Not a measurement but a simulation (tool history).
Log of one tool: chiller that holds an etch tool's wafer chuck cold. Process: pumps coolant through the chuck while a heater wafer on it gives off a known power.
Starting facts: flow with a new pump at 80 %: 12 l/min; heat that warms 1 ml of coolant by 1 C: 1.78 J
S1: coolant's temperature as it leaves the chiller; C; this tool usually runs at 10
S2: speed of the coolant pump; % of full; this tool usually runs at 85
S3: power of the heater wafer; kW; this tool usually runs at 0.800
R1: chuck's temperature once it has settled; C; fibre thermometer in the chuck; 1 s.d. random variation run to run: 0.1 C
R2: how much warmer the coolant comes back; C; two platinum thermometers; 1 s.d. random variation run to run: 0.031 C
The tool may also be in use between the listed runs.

run	hour	S1	S2	S3	R1	R2
1	0.0	10	85	0.800	16.1	2.16
2	52.4	10	82	0.800	16.4	2.25
3	87.2	10	82	0.800	16.4	2.26
4	148.5	10	82	0.800	16.3	2.27
5	178.5	10	85	0.800	16.4	2.18
6	243.9	10	85	0.800	16.3	2.16
7	299.6	10	85	0.800	16.4	2.21
8	349.7	10	85	0.800	16.3	2.16
9	410.4	10	85	0.800	16.1	2.18
10	440.4	10	85	0.800	16.3	2.18
11	494.9	10	85	1.192	19.4	3.25
12	566.1	2	97	0.551	5.1	1.36
13	607.0	2	97	0.551	5.2	1.22
14	661.1	18	96	0.826	23.0	1.99
15	698.8	18	96	0.826	23.0	2.00
16	744.5	17	81	0.651	21.6	1.86
17	773.8	17	81	0.651	21.5	1.98
18	809.0	13	87	0.571	16.9	1.51
19	875.4	9	87	0.571	12.7	1.58
20	929.9	9	87	0.571	12.7	1.50
21	973.5	6	85	0.800	11.7	2.17

The log once held 2 entries between its listed runs, left out of this copy. Where does each go, and what is different about the tool's unlogged condition between the listed run before it and the listed run after it?
Runs 11 to 12: coolant changed, channels flushed (hour 540.4)
  heat passed by the chuck's channels, % of clean ones': 80.4 -> 99.7; flow at a given pump speed, % of a new pump's: 95.3 -> 95.2; coolant's true temperature over the reading, C: -0.16 -> -0.17
  measured minus no-state result, R1: +1.6 -> -0.1 C; R2: +0.15 -> +0.06 C
Runs 15 to 16: chiller's thermometer calibrated (hour 732.8)
  heat passed by the chuck's channels, % of clean ones': 99.4 -> 99.3; flow at a given pump speed, % of a new pump's: 95 -> 94.9; coolant's true temperature over the reading, C: -0.18 -> 0
  measured minus no-state result, R1: +0.0 -> +0.1 C; R2: +0.10 -> +0.10 C
